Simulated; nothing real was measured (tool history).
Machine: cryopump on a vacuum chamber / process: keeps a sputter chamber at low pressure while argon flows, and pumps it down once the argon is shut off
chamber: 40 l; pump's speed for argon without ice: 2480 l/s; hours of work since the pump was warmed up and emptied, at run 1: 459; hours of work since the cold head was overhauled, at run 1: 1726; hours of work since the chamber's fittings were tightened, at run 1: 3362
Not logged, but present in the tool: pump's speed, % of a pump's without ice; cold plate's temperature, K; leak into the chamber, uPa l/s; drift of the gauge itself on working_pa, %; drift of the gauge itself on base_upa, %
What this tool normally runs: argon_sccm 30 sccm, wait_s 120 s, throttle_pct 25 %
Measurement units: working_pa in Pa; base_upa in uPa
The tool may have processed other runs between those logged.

run    hour  argon_sccm  wait_s  throttle_pct  hours of work since the pump was warmed up and emptied  hours of work since the cold head was overhauled  hours of work since the chamber's fittings were tightened  working_pa  base_upa
  1       0          30     120            25                                                     459                                              1726                                                       3362       0.088      2.38
  2   117.5          30     120            25                                                     512                                              1778                                                       3414       0.087      2.46
  3   198.8          30     120            25                                                     548                                              1814                                                       3451      0.0881      2.45
        301  -- pump warmed up, emptied and cooled again
  4   318.6          30     120            25                                                       8                                              1865                                                       3502       0.081      2.11
  5   439.9          30     120            25                                                      62                                              1919                                                       3556      0.0846      2.09
  6   568.6          55     120            25                                                     119                                              1977                                                       3613      0.1526      2.27
        590  -- leaking fittings of the chamber tightened, without venting
  7   653.5          55     120            25                                                     156                                              2014                                                         28      0.1536      0.63
  8   760.8          30     120            25                                                     204                                              2061                                                         76      0.0838      0.67
  9   878.2          30     120            25                                                     256                                              2114                                                        128      0.0857      0.69
 10   990.5          30     120            25                                                     306                                              2164                                                        178      0.0848      0.69
 11  1051.8          30     120            32                                                     333                                              2191                                                        206      0.0672      0.74
 12  1153.5          30     120            32                                                     379                                              2236                                                        251      0.0676      0.78
 13  1218.1          50     120            25                                                     408                                              2265                                                        280      0.1447      0.77
 14  1288.9          50     120            25                                                     439                                              2297                                                        311      0.1451      0.82
 15  1357.7          14     120            25                                                     470                                              2327                                                        342       0.041      0.81
 16  1442.4          14     120            25                                                     507                                              2365                                                        380      0.0414      0.81
 17  1520.9          14     120            25                                                     542                                              2400                                                        415      0.0418      0.88
     1627.6  -- pump warmed up, emptied and cooled again
 18  1637.6          14     120            25                                                       4                                              2450                                                        464      0.0382      0.79
 19  1693.4          36      34            43                                                      29                                              2474                                                        489      0.0581      2.01
 20  1750.4          38     128            43                                                      55                                              2500                                                        515      0.0616      0.78
 21  1837.5          38     128            43                                                      93                                              2539                                                        553      0.0624      0.82
 22  1937.3          22     221            22                                                     138                                              2583                                                        598      0.0693       0.7
 23  2011.2          40     300            19                                                     171                                              2616                                                        631      0.1465      0.58
 24  2084.6          31     285            39                                                     204                                              2649                                                        663      0.0555      0.66
 25    2153          31     285            39                                                     234                                              2679                                                        694      0.0569      0.65

What will run 26 give?
 26  2280.6          31     120            22                                                     291                                              2736                                                        751           ?         ?

{"run 26": {"working_pa": 0.1, "base_upa": 0.95}}
With no hidden state in the tool, this same run would have given working_pa 0.0964 Pa, base_upa 0.57 uPa.
